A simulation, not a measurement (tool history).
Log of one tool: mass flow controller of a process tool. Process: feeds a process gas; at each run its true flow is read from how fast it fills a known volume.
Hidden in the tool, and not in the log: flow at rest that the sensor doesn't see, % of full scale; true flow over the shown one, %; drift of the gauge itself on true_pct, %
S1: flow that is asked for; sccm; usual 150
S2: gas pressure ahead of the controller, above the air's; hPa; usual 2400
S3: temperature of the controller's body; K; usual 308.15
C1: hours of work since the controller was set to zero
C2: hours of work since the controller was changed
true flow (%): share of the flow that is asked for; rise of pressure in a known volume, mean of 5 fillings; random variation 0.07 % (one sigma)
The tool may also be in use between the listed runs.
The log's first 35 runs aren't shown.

{"run": 36, "hour": 11275.1, "S1": 150, "S2": 2290, "S3": 308.15, "C1": 1384, "C2": 1384, "true flow (%)": 96.99}
{"run": 37, "hour": 11679.0, "S1": 150, "S2": 2290, "S3": 312.15, "C1": 1627, "C2": 1627, "true flow (%)": 97.01}
{"run": 38, "hour": 12117.7, "S1": 70, "S2": 1400, "S3": 298.15, "C1": 1891, "C2": 1891, "true flow (%)": 95.83}
{"run": 39, "hour": 12436.1, "S1": 70, "S2": 1400, "S3": 298.15, "C1": 2083, "C2": 2083, "true flow (%)": 95.55}
{"run": 40, "hour": 12673.9, "S1": 150, "S2": 1700, "S3": 294.15, "C1": 2226, "C2": 2226, "true flow (%)": 96.7}
{"run": 41, "hour": 13058.0, "S1": 150, "S2": 1710, "S3": 294.15, "C1": 2458, "C2": 2458, "true flow (%)": 96.55}
{"run": 42, "hour": 13497.9, "S1": 151, "S2": 2460, "S3": 310.15, "C1": 2723, "C2": 2723, "true flow (%)": 96.36}
{"run": 43, "hour": 13839.7, "S1": 151, "S2": 1500, "S3": 306.15, "C1": 2929, "C2": 2929, "true flow (%)": 96.88}
{"run": 44, "hour": 14219.6, "S1": 76, "S2": 1840, "S3": 308.15, "C1": 3158, "C2": 3158, "true flow (%)": 94.7}

Forecast each of these 4 alternatives for the next run:
{"run": "A", "hour": 14458.3, "S1": 84, "S2": 2360, "S3": 308.15, "C1": 3302, "C2": 3302, "true flow (%)": "?"}
{"run": "B", "hour": 14458.3, "S1": 440, "S2": 2790, "S3": 306.15, "C1": 3302, "C2": 3302, "true flow (%)": "?"}
{"run": "C", "hour": 14458.3, "S1": 76, "S2": 2690, "S3": 313.15, "C1": 3302, "C2": 3302, "true flow (%)": "?"}
{"run": "D", "hour": 14458.3, "S1": 328, "S2": 1630, "S3": 310.15, "C1": 3302, "C2": 3302, "true flow (%)": "?"}

run=A true_flow_(%)=94.56
run=B true_flow_(%)=98.28
run=C true_flow_(%)=94.09
run=D true_flow_(%)=98.40
Without the tool's hidden state the same runs would have given:
run=A true_flow_(%)=97.66
run=B true_flow_(%)=99.34
run=C true_flow_(%)=97.45
run=D true_flow_(%)=99.62

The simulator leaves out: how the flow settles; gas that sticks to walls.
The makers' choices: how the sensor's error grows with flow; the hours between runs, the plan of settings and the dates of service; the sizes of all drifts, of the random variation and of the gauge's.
